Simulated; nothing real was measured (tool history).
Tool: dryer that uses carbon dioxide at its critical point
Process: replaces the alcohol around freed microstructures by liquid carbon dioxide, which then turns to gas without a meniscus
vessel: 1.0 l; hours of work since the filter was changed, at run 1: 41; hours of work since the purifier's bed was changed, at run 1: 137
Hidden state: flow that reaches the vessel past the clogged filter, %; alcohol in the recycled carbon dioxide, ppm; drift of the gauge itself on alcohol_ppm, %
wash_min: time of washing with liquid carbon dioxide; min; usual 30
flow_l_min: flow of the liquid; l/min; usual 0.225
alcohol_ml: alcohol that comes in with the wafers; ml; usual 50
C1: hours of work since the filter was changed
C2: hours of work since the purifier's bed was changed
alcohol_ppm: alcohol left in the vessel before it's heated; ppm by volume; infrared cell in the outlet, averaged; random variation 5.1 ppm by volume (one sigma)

{"run": 1, "hour": 0.0, "wash_min": 30, "flow_l_min": 0.225, "alcohol_ml": 50, "C1": 41, "C2": 137, "alcohol_ppm": 111}
{"run": 2, "hour": 23.1, "wash_min": 30, "flow_l_min": 0.225, "alcohol_ml": 50, "C1": 49, "C2": 145, "alcohol_ppm": 122}
{"run": 3, "hour": 33.6, "wash_min": 30, "flow_l_min": 0.225, "alcohol_ml": 50, "C1": 53, "C2": 149, "alcohol_ppm": 116}
{"run": 4, "hour": 54.9, "wash_min": 30, "flow_l_min": 0.225, "alcohol_ml": 50, "C1": 61, "C2": 157, "alcohol_ppm": 122}
{"run": 5, "hour": 72.5, "wash_min": 30, "flow_l_min": 0.225, "alcohol_ml": 50, "C1": 67, "C2": 163, "alcohol_ppm": 127}
{"run": 6, "hour": 87.4, "wash_min": 30, "flow_l_min": 0.225, "alcohol_ml": 50, "C1": 72, "C2": 168, "alcohol_ppm": 131}
{"run": 7, "hour": 110.1, "wash_min": 30, "flow_l_min": 0.225, "alcohol_ml": 50, "C1": 80, "C2": 177, "alcohol_ppm": 149}
{"run": 8, "hour": 133.5, "wash_min": 30, "flow_l_min": 0.225, "alcohol_ml": 50, "C1": 89, "C2": 185, "alcohol_ppm": 148}
{"run": 9, "hour": 154.7, "wash_min": 23, "flow_l_min": 0.225, "alcohol_ml": 50, "C1": 96, "C2": 193, "alcohol_ppm": 521}
{"run": 10, "hour": 165.2, "wash_min": 30, "flow_l_min": 0.225, "alcohol_ml": 27, "C1": 100, "C2": 196, "alcohol_ppm": 104}
{"run": 11, "hour": 185.8, "wash_min": 30, "flow_l_min": 0.225, "alcohol_ml": 27, "C1": 108, "C2": 204, "alcohol_ppm": 91}
{"run": 12, "hour": 207.3, "wash_min": 30, "flow_l_min": 0.225, "alcohol_ml": 27, "C1": 115, "C2": 211, "alcohol_ppm": 108}
{"run": 13, "hour": 230.2, "wash_min": 30, "flow_l_min": 0.225, "alcohol_ml": 50, "C1": 124, "C2": 220, "alcohol_ppm": 187}
{"run": 14, "hour": 254.1, "wash_min": 30, "flow_l_min": 0.225, "alcohol_ml": 50, "C1": 132, "C2": 228, "alcohol_ppm": 184}
{"run": 15, "hour": 271.4, "wash_min": 30, "flow_l_min": 0.225, "alcohol_ml": 50, "C1": 138, "C2": 235, "alcohol_ppm": 189}
{"run": 16, "hour": 282.8, "wash_min": 30, "flow_l_min": 0.225, "alcohol_ml": 50, "C1": 143, "C2": 239, "alcohol_ppm": 198}
{"run": 17, "hour": 298.9, "wash_min": 30, "flow_l_min": 0.225, "alcohol_ml": 50, "C1": 148, "C2": 244, "alcohol_ppm": 209}
{"run": 18, "hour": 313.8, "wash_min": 34, "flow_l_min": 0.225, "alcohol_ml": 50, "C1": 154, "C2": 250, "alcohol_ppm": 119}
{"run": 19, "hour": 334.0, "wash_min": 34, "flow_l_min": 0.223, "alcohol_ml": 50, "C1": 161, "C2": 257, "alcohol_ppm": 128}
{"run": 20, "hour": 345.3, "wash_min": 34, "flow_l_min": 0.223, "alcohol_ml": 119, "C1": 165, "C2": 261, "alcohol_ppm": 231}
{"run": 21, "hour": 366.8, "wash_min": 34, "flow_l_min": 0.223, "alcohol_ml": 119, "C1": 173, "C2": 269, "alcohol_ppm": 252}
{"run": 22, "hour": 388.5, "wash_min": 34, "flow_l_min": 0.223, "alcohol_ml": 119, "C1": 181, "C2": 277, "alcohol_ppm": 260}
{"run": 23, "hour": 398.7, "wash_min": 34, "flow_l_min": 0.223, "alcohol_ml": 108, "C1": 184, "C2": 280, "alcohol_ppm": 264}
{"run": 24, "hour": 409.6, "wash_min": 27, "flow_l_min": 0.225, "alcohol_ml": 33, "C1": 188, "C2": 284, "alcohol_ppm": 271}
{"run": 25, "hour": 425.2, "wash_min": 20, "flow_l_min": 0.225, "alcohol_ml": 31, "C1": 194, "C2": 290, "alcohol_ppm": 821}
{"run": 26, "hour": 435.2, "wash_min": 19, "flow_l_min": 0.308, "alcohol_ml": 93, "C1": 197, "C2": 293, "alcohol_ppm": 887}
{"hour": 451.1, "done": "inlet filter changed"}
{"run": 27, "hour": 451.5, "wash_min": 44, "flow_l_min": 0.203, "alcohol_ml": 23, "C1": 0, "C2": 299, "alcohol_ppm": 62}
{"run": 28, "hour": 472.5, "wash_min": 46, "flow_l_min": 0.155, "alcohol_ml": 90, "C1": 8, "C2": 307, "alcohol_ppm": 146}
{"run": 29, "hour": 493.4, "wash_min": 18, "flow_l_min": 0.225, "alcohol_ml": 50, "C1": 15, "C2": 314, "alcohol_ppm": 1041}
{"run": 30, "hour": 503.5, "wash_min": 22, "flow_l_min": 0.368, "alcohol_ml": 50, "C1": 19, "C2": 318, "alcohol_ppm": 87}
{"run": 31, "hour": 517.6, "wash_min": 30, "flow_l_min": 0.145, "alcohol_ml": 31, "C1": 24, "C2": 323, "alcohol_ppm": 485}

Run 32 comes next. What will it give?
{"run": 32, "hour": 537.5, "wash_min": 30, "flow_l_min": 0.225, "alcohol_ml": 40, "C1": 31, "C2": 330, "alcohol_ppm": "?"}

alcohol_ppm: 122 ppm by volume
Without the tool's hidden state the same run would have given alcohol_ppm 50 ppm by volume.
